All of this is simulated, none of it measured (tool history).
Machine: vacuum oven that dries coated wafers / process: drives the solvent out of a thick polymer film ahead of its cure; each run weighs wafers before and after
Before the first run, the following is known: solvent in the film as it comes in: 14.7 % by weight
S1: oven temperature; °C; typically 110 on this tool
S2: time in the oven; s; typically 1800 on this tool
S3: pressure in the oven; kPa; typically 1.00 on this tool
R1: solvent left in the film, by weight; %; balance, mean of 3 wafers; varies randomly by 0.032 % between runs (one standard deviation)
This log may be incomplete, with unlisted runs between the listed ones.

run 1 day=0.000 | S1=110 S2=1800 S3=1.00 | R1=2.22
run 2 day=3.846 | S1=110 S2=1800 S3=1.00 | R1=2.17
run 3 day=5.942 | S1=110 S2=1800 S3=1.00 | R1=2.16
run 4 day=9.383 | S1=110 S2=1800 S3=1.00 | R1=2.16
run 5 day=11.838 | S1=110 S2=1140 S3=1.00 | R1=3.70
run 6 day=13.583 | S1=101 S2=2160 S3=0.67 | R1=3.08
run 7 day=17.354 | S1=105 S2=1200 S3=0.72 | R1=4.54
run 8 day=20.571 | S1=105 S2=1140 S3=0.72 | R1=4.74
run 9 day=22.342 | S1=110 S2=1800 S3=1.56 | R1=2.67
run 10 day=25.675 | S1=122 S2=1860 S3=1.00 | R1=0.78

Not shown: 1 entry that the log had between the listed runs. Between which runs, and how does the tool's hidden state differ before and after?
After run 1, before run 2: oven's thermocouples calibrated (day 1.750)
  true wafer temperature over the reading, C: -0.08 -> -0.02; true pressure over the reading, kPa: 0.009 -> 0.01
